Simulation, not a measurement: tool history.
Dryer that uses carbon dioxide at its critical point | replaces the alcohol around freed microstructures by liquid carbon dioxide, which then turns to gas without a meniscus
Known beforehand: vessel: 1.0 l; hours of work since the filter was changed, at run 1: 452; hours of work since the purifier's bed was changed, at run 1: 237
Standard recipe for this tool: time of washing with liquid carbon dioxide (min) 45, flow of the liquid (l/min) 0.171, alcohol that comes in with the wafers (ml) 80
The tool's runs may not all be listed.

run,hour,time of washing with liquid carbon dioxide (min),flow of the liquid (l/min),alcohol that comes in with the wafers (ml),hours of work since the filter was changed,hours of work since the purifier's bed was changed,alcohol left in the vessel before it's heated (ppm by volume)
1,0,45,0.171,80,452,237,189
2,10.9,45,0.171,80,461,245,181
3,17.5,45,0.171,80,466,251,191
4,30.8,45,0.171,119,477,261,273
5,42.6,45,0.171,80,486,271,193
# hour 50.8: inlet filter changed
6,56.4,45,0.171,80,4,281,88
7,69.1,45,0.171,80,15,291,96
8,84.6,45,0.171,80,27,303,99
9,94.3,45,0.171,80,35,311,98
10,101,45,0.171,51,40,316,90
11,109.9,45,0.171,51,47,323,83
12,117.6,55,0.171,80,53,329,65
13,127.1,55,0.171,80,61,337,66
14,135.6,55,0.171,23,67,344,60
15,147.3,45,0.171,80,77,353,106
16,159.3,45,0.171,80,86,362,115
17,170.9,45,0.171,80,95,372,118
18,177.9,45,0.171,80,101,377,113
19,187.6,45,0.171,80,109,385,124
20,194,45,0.171,80,114,390,127
21,201.9,45,0.171,80,120,396,132
22,209.9,34,0.174,43,126,403,244
23,217.9,30,0.287,80,133,409,91
24,233.5,32,0.287,23,145,421,74
25,240.4,45,0.261,63,151,427,62
26,254.6,45,0.127,47,162,438,333
27,263.2,45,0.234,22,169,445,69
28,273.4,45,0.234,22,177,453,66
29,283.7,31,0.159,115,185,461,1448
30,293.9,71,0.171,80,193,469,64
31,308,39,0.115,80,204,481,1511
32,314.4,30,0.171,80,209,486,854
33,328.5,54,0.125,87,221,497,283
34,340.4,30,0.132,108,230,506,3291
35,349.6,57,0.177,105,237,514,90
36,360,44,0.171,61,246,522,160
37,370.2,29,0.144,58,254,530,1553
38,380,45,0.199,46,261,538,91
39,391.7,45,0.199,46,271,547,109

Predict each of these 5 candidate next runs independently; none follows another, all start after run 39:
A,406,30,0.171,70,282,558,?
B,406,55,0.126,23,282,558,?
C,406,45,0.119,28,282,558,?
D,406,45,0.148,48,282,558,?
E,406,35,0.182,79,282,558,?

run,alcohol left in the vessel before it's heated (ppm by volume)
A,858
B,135
C,336
D,229
E,387
Stripped of hidden state, with their random variation kept, the same runs would have yielded:
run,alcohol left in the vessel before it's heated (ppm by volume)
A,499
B,34
C,160
D,89
E,178

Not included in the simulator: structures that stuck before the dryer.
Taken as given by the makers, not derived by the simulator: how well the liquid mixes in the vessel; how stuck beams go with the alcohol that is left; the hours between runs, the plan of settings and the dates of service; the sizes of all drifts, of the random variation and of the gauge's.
